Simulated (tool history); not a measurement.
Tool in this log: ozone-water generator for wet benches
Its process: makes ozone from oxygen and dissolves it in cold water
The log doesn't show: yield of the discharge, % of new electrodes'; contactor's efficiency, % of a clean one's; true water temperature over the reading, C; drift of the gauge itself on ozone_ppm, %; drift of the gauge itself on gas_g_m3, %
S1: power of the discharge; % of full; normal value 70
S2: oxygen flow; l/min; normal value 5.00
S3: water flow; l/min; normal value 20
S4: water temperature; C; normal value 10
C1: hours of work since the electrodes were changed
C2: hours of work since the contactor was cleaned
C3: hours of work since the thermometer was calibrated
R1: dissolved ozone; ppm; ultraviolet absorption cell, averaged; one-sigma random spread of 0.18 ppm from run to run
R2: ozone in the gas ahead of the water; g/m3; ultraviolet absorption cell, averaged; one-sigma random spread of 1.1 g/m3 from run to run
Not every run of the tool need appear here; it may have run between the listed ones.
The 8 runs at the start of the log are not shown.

Run 9, hour 977.0: usual settings but S3 31 l/min; C1 2880; C2 2000; C3 531. Result: R1 13.0 ppm, R2 169.3 g/m3.
At hour 1110.5: contactor cleaned.
Run 10, hour 1147.7: usual settings but S3 31 l/min; C1 3003; C2 28; C3 654. Result: R1 13.6 ppm, R2 167.1 g/m3.
Run 11, hour 1279.7: usual settings but S3 31 l/min; C1 3101; C2 125; C3 752. Result: R1 13.4 ppm, R2 167.0 g/m3.
Run 12, hour 1423.1: usual settings but S3 31 l/min; C1 3207; C2 231; C3 858. Result: R1 13.4 ppm, R2 165.8 g/m3.
Run 13, hour 1578.0: usual settings but S3 31 l/min; C1 3322; C2 346; C3 972. Result: R1 13.0 ppm, R2 164.4 g/m3.
Run 14, hour 1671.6: usual settings but S3 31 l/min; C1 3391; C2 415; C3 1042. Result: R1 13.2 ppm, R2 162.6 g/m3.
Run 15, hour 1752.9: usual settings but S3 31 l/min; C1 3451; C2 476; C3 1102. Result: R1 13.1 ppm, R2 164.0 g/m3.
Run 16, hour 1893.4: usual settings but S2 4.89 l/min; C1 3555; C2 580; C3 1206. Result: R1 20.0 ppm, R2 165.4 g/m3.
Run 17, hour 2049.1: usual settings but S2 4.89 l/min; C1 3671; C2 695; C3 1321. Result: R1 20.0 ppm, R2 165.4 g/m3.
Run 18, hour 2183.3: usual settings but S1 59 % of full, S2 5.28 l/min, S4 12 C; C1 3770; C2 794; C3 1421. Result: R1 17.7 ppm, R2 141.8 g/m3.
Run 19, hour 2276.9: usual settings but S1 59 % of full, S2 5.28 l/min, S4 12 C; C1 3839; C2 863; C3 1490. Result: R1 17.8 ppm, R2 141.6 g/m3.
Run 20, hour 2414.2: usual settings but S2 3.95 l/min; C1 3941; C2 965; C3 1591. Result: R1 19.5 ppm, R2 181.7 g/m3.
Run 21, hour 2495.3: usual settings but S4 11 C; C1 4001; C2 1025; C3 1652. Result: R1 19.3 ppm, R2 158.7 g/m3.
Run 22, hour 2627.7: usual settings but S1 73 % of full, S3 30 l/min, S4 15 C; C1 4099; C2 1123; C3 1750. Result: R1 12.4 ppm, R2 160.6 g/m3.
Run 23, hour 2744.0: usual settings but S1 73 % of full, S3 30 l/min, S4 15 C; C1 4185; C2 1209; C3 1836. Result: R1 12.6 ppm, R2 159.3 g/m3.
Run 24, hour 2911.5: usual settings but S1 83 % of full, S2 2.54 l/min, S4 5 C; C1 4309; C2 1333; C3 1960. Result: R1 20.3 ppm, R2 260.5 g/m3.
Run 25, hour 3054.3: usual settings but S1 74 % of full, S2 2.54 l/min, S3 24 l/min, S4 5 C; C1 4415; C2 1439; C3 2065. Result: R1 15.6 ppm, R2 243.4 g/m3.
Run 26, hour 3222.1: usual settings but S1 74 % of full, S2 5.13 l/min, S3 24 l/min, S4 5 C; C1 4539; C2 1563; C3 2190. Result: R1 16.9 ppm, R2 152.9 g/m3.
Run 27, hour 3304.2: usual settings but S1 50 % of full, S2 5.40 l/min, S3 15 l/min, S4 5 C; C1 4600; C2 1624; C3 2250. Result: R1 21.4 ppm, R2 122.8 g/m3.
Run 28, hour 3377.8: usual settings but S1 50 % of full, S2 5.40 l/min, S3 15 l/min, S4 5 C; C1 4654; C2 1678; C3 2305. Result: R1 21.4 ppm, R2 123.2 g/m3.
Run 29, hour 3481.9: usual settings but S1 50 % of full, S2 2.76 l/min, S3 15 l/min, S4 8 C; C1 4731; C2 1756; C3 2382. Result: R1 20.2 ppm, R2 186.6 g/m3.
Run 30, hour 3585.0: usual settings but S1 54 % of full, S2 3.95 l/min; C1 4808; C2 1832; C3 2458. Result: R1 16.0 ppm, R2 152.2 g/m3.
Run 31, hour 3739.4: usual settings but S1 54 % of full, S2 3.95 l/min; C1 4922; C2 1946; C3 2573. Result: R1 15.8 ppm, R2 153.6 g/m3.
Run 32, hour 3826.1: usual settings but S1 56 % of full; C1 4986; C2 2010; C3 2637. Result: R1 16.2 ppm, R2 134.2 g/m3.

Alternative continuations, all from the tool just after run 32; predict every row:
Run A, hour 3936.2: usual settings but S1 64 % of full, S2 4.81 l/min, S4 16 C; C1 5068; C2 2092; C3 2718. Result: R1 ?, R2 ?.
Run B, hour 3936.2: usual settings but S1 88 % of full, S2 3.40 l/min, S3 18 l/min; C1 5068; C2 2092; C3 2718. Result: R1 ?, R2 ?.
Run C, hour 3936.2: usual settings but S1 59 % of full; C1 5068; C2 2092; C3 2718. Result: R1 ?, R2 ?.
Run D, hour 3936.2: usual settings but S1 81 % of full, S3 17 l/min, S4 8 C; C1 5068; C2 2092; C3 2718. Result: R1 ?, R2 ?.

run    R1     R2
  A  15.8  143.1
  B  21.7  208.8
  C  16.4  135.8
  D  22.6  156.2
Without the tool's hidden state the same runs would have given:
run    R1     R2
  A  22.3  193.9
  B  32.2  299.2
  C  22.8  181.2
  D  33.1  220.4
